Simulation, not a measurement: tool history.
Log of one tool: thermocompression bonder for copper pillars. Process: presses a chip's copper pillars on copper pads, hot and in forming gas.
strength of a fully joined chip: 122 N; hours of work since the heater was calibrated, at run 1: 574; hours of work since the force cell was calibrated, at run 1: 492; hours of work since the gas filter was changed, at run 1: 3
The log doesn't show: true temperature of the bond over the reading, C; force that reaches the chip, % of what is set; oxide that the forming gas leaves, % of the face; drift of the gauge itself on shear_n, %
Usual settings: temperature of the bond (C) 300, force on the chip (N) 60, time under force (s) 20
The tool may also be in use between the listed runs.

| run | hour | temperature of the bond (C) | force on the chip (N) | time under force (s) | hours of work since the heater was calibrated | hours of work since the force cell was calibrated | hours of work since the gas filter was changed | force that shears a chip off (N) |
|---|---|---|---|---|---|---|---|---|
| 1 | 0.0 | 300 | 60 | 20 | 574 | 492 | 3 | 54.9 |
| 2 | 55.4 | 300 | 52 | 20 | 607 | 526 | 36 | 49.8 |
|  | 63.9 | heater calibrated with a thermocouple chip |
| 3 | 101.1 | 300 | 61 | 20 | 22 | 552 | 62 | 56.5 |
| 4 | 169.7 | 300 | 61 | 20 | 64 | 594 | 104 | 54.7 |
|  | 180.9 | forming gas filter changed |
| 5 | 250.0 | 300 | 61 | 20 | 112 | 642 | 42 | 54.4 |
| 6 | 309.7 | 300 | 61 | 20 | 148 | 678 | 78 | 55.5 |
| 7 | 352.5 | 300 | 61 | 20 | 174 | 704 | 104 | 55.2 |
|  | 362.8 | forming gas filter changed |
| 8 | 392.9 | 300 | 60 | 12 | 198 | 728 | 18 | 44.7 |
| 9 | 437.7 | 270 | 60 | 30 | 225 | 755 | 45 | 40.9 |
| 10 | 517.3 | 270 | 69 | 35 | 273 | 803 | 93 | 46.1 |
|  | 548.5 | forming gas filter changed |
| 11 | 598.0 | 270 | 69 | 15 | 322 | 851 | 30 | 33.6 |
| 12 | 636.3 | 279 | 82 | 23 | 345 | 874 | 53 | 51.8 |
| 13 | 698.3 | 315 | 44 | 47 | 382 | 912 | 90 | 73.8 |
|  | 735.3 | forming gas filter changed |
| 14 | 744.1 | 315 | 38 | 41 | 410 | 939 | 5 | 65.5 |

3 ways to go on from here, each from the tool as it stands after run 14. What would each give?
| A | 797.4 | 319 | 55 | 29 | 442 | 971 | 38 | ? |
| B | 797.4 | 315 | 54 | 41 | 442 | 971 | 38 | ? |
| C | 797.4 | 281 | 60 | 43 | 442 | 971 | 38 | ? |

| run | force that shears a chip off (N) |
|---|---|
| A | 75.6 |
| B | 79.6 |
| C | 56.5 |
Without the tool's hidden state the same runs would have given:
| run | force that shears a chip off (N) |
|---|---|
| A | 76.0 |
| B | 80.0 |
| C | 56.9 |
